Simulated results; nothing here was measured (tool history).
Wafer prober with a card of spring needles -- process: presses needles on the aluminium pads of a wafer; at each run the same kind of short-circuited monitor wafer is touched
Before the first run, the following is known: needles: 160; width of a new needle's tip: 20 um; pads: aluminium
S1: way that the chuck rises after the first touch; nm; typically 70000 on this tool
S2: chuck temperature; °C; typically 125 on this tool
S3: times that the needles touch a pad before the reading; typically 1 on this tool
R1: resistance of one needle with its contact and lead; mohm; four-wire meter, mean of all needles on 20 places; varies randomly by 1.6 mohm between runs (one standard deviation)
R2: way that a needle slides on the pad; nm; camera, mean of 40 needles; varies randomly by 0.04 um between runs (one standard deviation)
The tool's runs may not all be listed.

run,hour,S1,S2,S3,R1,R2
1,0,70000,125,1,222,11100
# hour 1.2: tips cleaned on abrasive film
2,5.5,70000,125,1,205,11090
# hour 10.2: tips cleaned on abrasive film
3,15.6,70000,125,1,214,10990
# hour 19: tips cleaned on abrasive film
4,25.1,70000,125,1,216,10980
# hour 28.2: tips cleaned on abrasive film
5,32.7,70000,125,1,206,11010
# hour 36.9: tips cleaned on abrasive film
6,42.6,70000,125,1,219,10970
# hour 45.8: tips cleaned on abrasive film
7,47.6,70000,125,1,191,10940
# hour 54.9: tips cleaned on abrasive film
8,55.9,70000,45,1,175,10960
# hour 64.2: tips cleaned on abrasive film
9,67.3,70000,104,1,197,10900
# hour 73: tips cleaned on abrasive film
10,75.9,70000,125,1,198,10930
# hour 81.8: tips cleaned on abrasive film
11,81.8,70000,125,1,172,10870
12,86.7,70000,125,1,223,10860
# hour 91.4: tips cleaned on abrasive film
13,96.1,70000,125,1,206,10890
# hour 100.4: tips cleaned on abrasive film
14,101.4,70000,125,1,177,10860
15,106.3,70000,125,1,222,10840
# hour 109.7: tips cleaned on abrasive film
16,111.4,70000,125,1,189,10780
17,117.7,70000,125,1,227,10830
# hour 118.6: tips cleaned on abrasive film
# hour 127.5: tips cleaned on abrasive film
18,128.3,70000,125,2,170,10820
# hour 137.2: tips cleaned on abrasive film
19,138.5,68000,71,1,188,10460
# hour 145.9: tips cleaned on abrasive film
20,149.9,65000,67,2,194,9950
# hour 155: tips cleaned on abrasive film
21,156.9,70000,67,1,185,10680
# hour 158.2: height of the first contact set anew
# hour 164.2: tips cleaned on abrasive film
22,164.4,52000,67,2,167,8320
23,169.2,54000,67,3,192,8640
# hour 173.6: tips cleaned on abrasive film
24,177.5,62000,73,3,177,9850
# hour 182.6: tips cleaned on abrasive film
25,184.6,62000,73,1,189,9860
# hour 191.4: tips cleaned on abrasive film
26,195.1,62000,73,1,213,9870
# hour 200.4: tips cleaned on abrasive film
27,206,58000,28,2,204,9200
# hour 209.7: tips cleaned on abrasive film
28,212.6,56000,125,1,219,8850
# hour 218.8: tips cleaned on abrasive film
29,223.6,73000,36,1,210,11540
# hour 228: tips cleaned on abrasive film
30,230.3,90000,76,2,163,14300
# hour 237.4: tips cleaned on abrasive film
31,239.5,78000,26,1,175,12350
32,245.8,68000,63,1,238,10800
# hour 246.8: tips cleaned on abrasive film
33,251.9,55000,125,1,253,8640

Same runs, no hidden state in the tool, same run-to-run variation:
The tool's hidden condition here consists of: debris on the tips, nm; way that the needles fall short of the set height, um; tips' diameter, um; drift of the gauge itself on contact_mohm, %; drift of the gauge itself on scrub_um, %.
run,R1,R2
1,158,11240
2,160,11250
3,159,11170
4,158,11170
5,158,11230
6,163,11200
7,162,11190
8,149,11240
9,156,11200
10,161,11250
11,161,11200
12,166,11190
13,159,11240
14,158,11220
15,161,11200
16,163,11160
17,157,11210
18,159,11240
19,154,10890
20,155,10390
21,150,11150
22,157,8340
23,157,8660
24,153,9890
25,154,9910
26,151,9950
27,145,9290
28,162,8960
29,147,11660
30,149,14440
31,143,12520
32,151,10960
33,164,8820
